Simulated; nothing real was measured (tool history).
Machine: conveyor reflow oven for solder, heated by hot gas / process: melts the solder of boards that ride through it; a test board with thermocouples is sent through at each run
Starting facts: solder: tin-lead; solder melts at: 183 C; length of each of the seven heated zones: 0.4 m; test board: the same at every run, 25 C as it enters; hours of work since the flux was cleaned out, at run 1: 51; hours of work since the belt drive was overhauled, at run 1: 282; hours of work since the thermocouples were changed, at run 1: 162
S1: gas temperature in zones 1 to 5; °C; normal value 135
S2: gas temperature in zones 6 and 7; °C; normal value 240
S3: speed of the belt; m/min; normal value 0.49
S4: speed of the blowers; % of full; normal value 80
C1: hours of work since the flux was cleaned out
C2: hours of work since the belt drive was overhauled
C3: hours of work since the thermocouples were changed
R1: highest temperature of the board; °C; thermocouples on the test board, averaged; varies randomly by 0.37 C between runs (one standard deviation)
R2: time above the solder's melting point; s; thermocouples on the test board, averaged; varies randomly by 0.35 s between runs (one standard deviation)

run,hour,S1,S2,S3,S4,C1,C2,C3,R1,R2
1,0,135,240,0.49,80,51,282,162,220.8,75.7
2,20.3,135,240,0.49,80,59,290,170,221.3,75.7
3,39.9,135,240,0.506,80,67,298,178,219.4,71.3
4,60.9,135,240,0.49,80,75,307,187,221.2,75.8
5,92.8,135,240,0.49,72,88,320,199,219.1,72.9
6,115.9,135,237,0.49,80,97,329,209,217.8,72.9
7,144.9,135,237,0.49,80,109,341,220,217.9,72.7
8,168.1,135,237,0.49,80,118,350,230,217.8,72.3
9,206.8,135,237,0.49,89,134,365,245,219,74.3
10,252.2,135,237,0.49,89,152,384,263,219.1,74
11,282.7,135,240,0.426,80,164,396,276,224.5,91.6
12,323.7,135,240,0.426,80,181,412,292,224.6,91.2
13,354.6,135,240,0.49,80,193,425,305,219.3,74.5
# hour 361.4: belt drive overhauled, speed set with a stopwatch
14,397,135,240,0.49,80,208,14,320,219.6,74
15,440.7,135,240,0.49,80,226,32,338,219.4,73.9
16,473.3,135,253,0.442,80,239,45,351,233.7,96.1
17,507.5,135,246,0.442,57,253,59,364,223.4,85.4
18,535.1,135,246,0.442,57,264,70,376,223.6,85.9
# hour 570.7: belt drive overhauled, speed set with a stopwatch, once more
19,570.7,135,246,0.442,57,277,0,388,223,83.9
20,608.5,135,246,0.442,57,292,15,403,223.1,84
21,644.9,132,246,0.442,57,306,30,418,221.4,81.3
22,670.2,135,234,0.516,55,317,40,428,206.5,52.4
# hour 699.6: flux residue cleaned out of gas plates and filters
23,699.6,135,234,0.516,55,0,50,438,208.4,57.2
24,729.2,135,240,0.402,61,12,62,450,223.6,94.9
25,767,135,240,0.402,74,27,77,465,226,99
26,794.8,123,240,0.416,74,38,88,476,224.1,86.2
27,839.6,121,238,0.484,58,56,106,494,211.8,60.1
28,875.6,148,235,0.41,54,71,120,509,219.1,95.6
29,896.8,148,228,0.41,74,79,129,517,216.5,93.5
30,916.6,134,228,0.569,74,87,137,525,203.8,44.9

Below, some changes in R1 between adjacent runs. For each, the amount present without the hidden state too (settings, incoming material, random variation) and the amount remaining for the hidden state with gauge scatter not shared by both compared results:
What the log doesn't record here: heat that the gas passes to the board, % of a clean oven's; belt's true speed, % of the reading; true gas temperature in zones 6 and 7 over the reading, C; drift of the gauge itself on peak_c, C; drift of the gauge itself on liquid_s, %.
Run 12 -> 13: S3 0.426 -> 0.49. R1 -5.3 °C: hidden state -0.3, all else -5.
Run 15 -> 16: S2 240 -> 253, S3 0.49 -> 0.442. R1 +14.3 °C: hidden state +0, all else +14.3.
Run 18 -> 19: belt drive overhauled, speed set with a stopwatch, once more. R1 -0.6 °C: hidden state -0.7, all else +0.1.
Run 21 -> 22: S1 132 -> 135, S2 246 -> 234, S3 0.442 -> 0.516, S4 57 -> 55. R1 -14.9 °C: hidden state -0.1, all else -14.8.
Run 22 -> 23: flux residue cleaned out of gas plates and filters. R1 +1.9 °C: hidden state +2.9, all else -1.
Run 23 -> 24: S2 234 -> 240, S3 0.516 -> 0.402, S4 55 -> 61. R1 +15.2 °C: hidden state -0.2, all else +15.4.

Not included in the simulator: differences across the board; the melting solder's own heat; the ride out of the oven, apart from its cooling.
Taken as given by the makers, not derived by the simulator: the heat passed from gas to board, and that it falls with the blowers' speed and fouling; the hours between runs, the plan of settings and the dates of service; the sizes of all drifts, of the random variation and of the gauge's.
